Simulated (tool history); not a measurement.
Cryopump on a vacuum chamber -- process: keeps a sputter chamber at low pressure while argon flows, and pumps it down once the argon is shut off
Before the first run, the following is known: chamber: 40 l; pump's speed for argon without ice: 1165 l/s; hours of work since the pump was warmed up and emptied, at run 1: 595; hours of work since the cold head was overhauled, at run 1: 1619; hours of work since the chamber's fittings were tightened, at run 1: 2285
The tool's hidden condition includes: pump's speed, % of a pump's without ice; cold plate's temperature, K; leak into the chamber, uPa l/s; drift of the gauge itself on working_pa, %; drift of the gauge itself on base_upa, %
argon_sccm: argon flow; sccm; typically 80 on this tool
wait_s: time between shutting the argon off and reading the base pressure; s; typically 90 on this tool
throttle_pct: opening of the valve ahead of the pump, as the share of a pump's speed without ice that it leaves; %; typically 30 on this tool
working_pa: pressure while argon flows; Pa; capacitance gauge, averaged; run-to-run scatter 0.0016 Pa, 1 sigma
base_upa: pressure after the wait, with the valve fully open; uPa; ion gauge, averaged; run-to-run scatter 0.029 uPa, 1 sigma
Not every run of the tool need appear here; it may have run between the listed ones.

run	day	argon_sccm	wait_s	throttle_pct	hours of work since the pump was warmed up and emptied	hours of work since the cold head was overhauled	hours of work since the chamber's fittings were tightened	working_pa	base_upa
1	0	80	90	30	595	1619	2285	0.4085	3.15
2	2.933	134	90	30	642	1665	2332	0.6882	3.11
3	6.496	108	90	30	698	1722	2389	0.5592	3.18
4	10.283	108	90	30	759	1782	2449	0.5647	3.23
5	12.2	108	90	30	789	1812	2479	0.5635	3.23
6	15.458	108	90	30	841	1864	2531	0.5664	3.35
7	18.171	108	90	30	884	1907	2574	0.5733	3.32
8	20.538	108	90	30	922	1945	2612	0.572	3.45
9	23.2	52	73	50	964	1987	2654	0.1767	3.74
10	25.1	89	72	20	994	2018	2684	0.6914	3.74
# day 26.238: pump warmed up, emptied and cooled again
11	27.092	89	72	20	14	2046	2713	0.6513	3.19
# day 29.204: leaking fittings of the chamber tightened, without venting
12	31.012	67	90	31	75	2107	29	0.3199	1.39
13	33.792	80	188	30	119	2151	73	0.3956	0.89
14	36.446	80	188	30	161	2193	115	0.3982	0.9
15	38.083	156	188	19	187	2219	141	1.209	0.89
16	40.875	36	87	30	231	2264	185	0.1798	1.65

Pick out some run-to-run changes in working_pa. Of each, how much would a tool without hidden state show as well, from the settings, what came in and chance, and how much is left for the hidden state and any gauge scatter not in both results compared?
Run 10 -> 11: pump warmed up, emptied and cooled again. working_pa -0.0401 Pa: hidden state -0.0409, all else +0.0008.
Run 15 -> 16: argon_sccm 156 -> 36, wait_s 188 -> 87, throttle_pct 19 -> 30. working_pa -1.0292 Pa: hidden state -0.0153, all else -1.0139.

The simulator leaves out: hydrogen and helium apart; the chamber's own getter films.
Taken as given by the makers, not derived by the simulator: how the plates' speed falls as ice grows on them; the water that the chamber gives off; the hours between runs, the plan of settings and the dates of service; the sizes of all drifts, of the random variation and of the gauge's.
